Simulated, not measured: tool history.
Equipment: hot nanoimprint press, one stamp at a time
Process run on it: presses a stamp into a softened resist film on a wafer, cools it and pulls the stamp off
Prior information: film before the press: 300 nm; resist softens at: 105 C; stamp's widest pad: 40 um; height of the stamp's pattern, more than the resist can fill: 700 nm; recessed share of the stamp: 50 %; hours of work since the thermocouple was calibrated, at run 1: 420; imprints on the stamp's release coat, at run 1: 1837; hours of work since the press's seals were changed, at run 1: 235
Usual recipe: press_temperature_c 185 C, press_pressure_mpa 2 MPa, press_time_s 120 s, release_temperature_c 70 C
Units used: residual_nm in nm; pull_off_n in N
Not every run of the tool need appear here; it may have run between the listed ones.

| run | day | press_temperature_c | press_pressure_mpa | press_time_s | release_temperature_c | hours of work since the thermocouple was calibrated | imprints on the stamp's release coat | hours of work since the press's seals were changed | residual_nm | pull_off_n |
|---|---|---|---|---|---|---|---|---|---|---|
| 1 | 0 | 185 | 2 | 120 | 70 | 420 | 1837 | 235 | 145.2 | 124 |
| 2 | 1.812 | 185 | 2.21 | 120 | 70 | 440 | 1970 | 255 | 137.3 | 120 |
| 3 | 3.221 | 185 | 2.21 | 120 | 70 | 455 | 2073 | 270 | 137.6 | 130 |
| 4 | 4.329 | 185 | 2 | 120 | 70 | 467 | 2154 | 282 | 145.2 | 125 |
| 5 | 5.596 | 185 | 2 | 120 | 70 | 481 | 2247 | 296 | 146.3 | 131 |
| 6 | 7.05 | 185 | 2 | 120 | 70 | 497 | 2353 | 311 | 145 | 126 |
|  | 8.296 | stamp cleaned and given a new release coat |
| 7 | 9.025 | 175 | 2 | 120 | 70 | 515 | 53 | 330 | 181.1 | 100 |
| 8 | 11.012 | 175 | 2 | 120 | 70 | 537 | 199 | 352 | 182.2 | 103 |
|  | 12.825 | plate thermocouple calibrated |
| 9 | 13.217 | 194 | 2 | 120 | 70 | 4 | 351 | 374 | 119.8 | 100 |
| 10 | 14.362 | 194 | 2 | 120 | 70 | 17 | 435 | 387 | 118.8 | 98 |
| 11 | 15.962 | 194 | 2 | 120 | 70 | 34 | 552 | 404 | 120.5 | 99 |
| 12 | 17.104 | 194 | 2 | 120 | 70 | 47 | 636 | 417 | 119.4 | 105 |
| 13 | 17.988 | 194 | 2 | 120 | 70 | 56 | 701 | 426 | 120.7 | 107 |
| 14 | 19.267 | 194 | 2 | 120 | 70 | 70 | 795 | 440 | 120 | 107 |
| 15 | 21.267 | 194 | 2 | 120 | 70 | 92 | 941 | 462 | 120.2 | 104 |
| 16 | 22.871 | 194 | 2 | 120 | 70 | 109 | 1059 | 479 | 119.6 | 107 |
| 17 | 24.104 | 194 | 2 | 120 | 70 | 123 | 1149 | 493 | 119.7 | 113 |
| 18 | 25.058 | 194 | 1.38 | 109 | 70 | 133 | 1219 | 503 | 151.7 | 108 |
| 19 | 26.221 | 185 | 1.61 | 120 | 70 | 146 | 1304 | 516 | 163.7 | 109 |
| 20 | 27.779 | 191 | 2.29 | 95 | 58 | 163 | 1419 | 533 | 128.7 | 146 |
| 21 | 28.767 | 185 | 2.03 | 120 | 70 | 173 | 1491 | 543 | 144.9 | 111 |
| 22 | 30.183 | 185 | 2.03 | 120 | 70 | 189 | 1595 | 559 | 145.7 | 117 |
| 23 | 31.458 | 185 | 1.89 | 120 | 74 | 203 | 1688 | 573 | 149.7 | 107 |
| 24 | 32.942 | 185 | 1.89 | 120 | 74 | 219 | 1797 | 589 | 150.5 | 107 |
| 25 | 33.983 | 186 | 1.78 | 120 | 60 | 230 | 1874 | 600 | 150.6 | 154 |
| 26 | 35.812 | 186 | 2.17 | 221 | 74 | 250 | 2008 | 620 | 110.6 | 111 |
| 27 | 37.196 | 177 | 2.17 | 221 | 77 | 265 | 2109 | 635 | 139.3 | 106 |
| 28 | 38.8 | 177 | 2.17 | 221 | 77 | 282 | 2227 | 653 | 138.4 | 103 |
| 29 | 40.833 | 173 | 2 | 120 | 58 | 304 | 2376 | 675 | 190.2 | 170 |
|  | 41.683 | stamp cleaned and given a new release coat |
| 30 | 42.608 | 185 | 2.46 | 95 | 70 | 321 | 68 | 691 | 142.4 | 95 |

Consider 3 possible next runs. They are alternatives, not a sequence: every one starts from the tool as it was left by run 30. What does each give?
| A | 43.583 | 185 | 1.37 | 112 | 70 | 332 | 139 | 702 | ? | ? |
| B | 43.583 | 178 | 2 | 120 | 76 | 332 | 139 | 702 | ? | ? |
| C | 43.583 | 186 | 2 | 106 | 60 | 332 | 139 | 702 | ? | ? |

| run | residual_nm | pull_off_n |
|---|---|---|
| A | 180.8 | 100 |
| B | 171.2 | 82 |
| C | 150.8 | 126 |
With no hidden state in the tool, these same runs would have given:
| run | residual_nm | pull_off_n |
|---|---|---|
| A | 175.6 | 97 |
| B | 164.3 | 80 |
| C | 144.4 | 122 |
